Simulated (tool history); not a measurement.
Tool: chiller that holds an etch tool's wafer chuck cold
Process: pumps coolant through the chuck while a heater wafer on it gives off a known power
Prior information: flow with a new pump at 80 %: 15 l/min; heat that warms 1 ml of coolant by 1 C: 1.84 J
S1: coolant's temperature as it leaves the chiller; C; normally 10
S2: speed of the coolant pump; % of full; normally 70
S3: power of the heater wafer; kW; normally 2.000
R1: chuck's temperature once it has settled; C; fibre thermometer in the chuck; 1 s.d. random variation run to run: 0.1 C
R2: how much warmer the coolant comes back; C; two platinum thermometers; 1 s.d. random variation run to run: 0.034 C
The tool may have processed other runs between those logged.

run 1 hour=0.0 | S1=10 S2=70 S3=2.000 | R1=25.8 R2=4.99
run 2 hour=81.8 | S1=10 S2=70 S3=2.000 | R1=25.7 R2=4.99
run 3 hour=185.2 | S1=10 S2=70 S3=1.779 | R1=23.9 R2=4.46
run 4 hour=293.5 | S1=10 S2=70 S3=1.779 | R1=24.0 R2=4.43
run 5 hour=375.5 | S1=14 S2=70 S3=1.779 | R1=28.0 R2=4.40
-- hour=449.7 coolant changed, channels flushed
run 6 hour=511.7 | S1=14 S2=70 S3=1.779 | R1=28.0 R2=4.44
run 7 hour=616.8 | S1=14 S2=70 S3=1.779 | R1=27.8 R2=4.45
run 8 hour=748.4 | S1=10 S2=70 S3=2.000 | R1=25.5 R2=4.97
run 9 hour=820.0 | S1=10 S2=70 S3=2.000 | R1=25.6 R2=5.02
run 10 hour=944.0 | S1=10 S2=70 S3=2.440 | R1=29.2 R2=6.07
run 11 hour=1004.5 | S1=10 S2=70 S3=2.440 | R1=29.1 R2=6.06
run 12 hour=1068.5 | S1=10 S2=70 S3=2.440 | R1=29.2 R2=6.10
run 13 hour=1201.6 | S1=10 S2=70 S3=2.440 | R1=29.2 R2=6.12
run 14 hour=1304.5 | S1=10 S2=70 S3=2.000 | R1=25.9 R2=4.92
run 15 hour=1363.8 | S1=10 S2=70 S3=2.000 | R1=25.7 R2=4.98
run 16 hour=1481.4 | S1=10 S2=70 S3=2.000 | R1=25.8 R2=5.05
run 17 hour=1618.6 | S1=10 S2=70 S3=1.144 | R1=19.0 R2=2.84
run 18 hour=1709.2 | S1=3 S2=88 S3=1.378 | R1=12.1 R2=2.78
run 19 hour=1773.6 | S1=9 S2=78 S3=2.000 | R1=23.6 R2=4.47
run 20 hour=1845.3 | S1=5 S2=78 S3=2.594 | R1=23.9 R2=5.80
run 21 hour=1951.3 | S1=13 S2=80 S3=1.192 | R1=21.4 R2=2.60
run 22 hour=2039.9 | S1=1 S2=80 S3=2.138 | R1=16.3 R2=4.64
run 23 hour=2157.3 | S1=3 S2=70 S3=1.927 | R1=18.3 R2=4.85
run 24 hour=2226.6 | S1=9 S2=78 S3=2.537 | R1=27.4 R2=5.67

Run 25 has not been measured yet. What should we expect?
run 25 hour=2343.1 | S1=9 S2=61 S3=1.283 | R1=? R2=?

{"run 25": {"R1": 20.0, "R2": 3.67}}
On a tool with no hidden condition, and with the same random variation, this run would have come out at R1 20.0 C, R2 3.67 C.
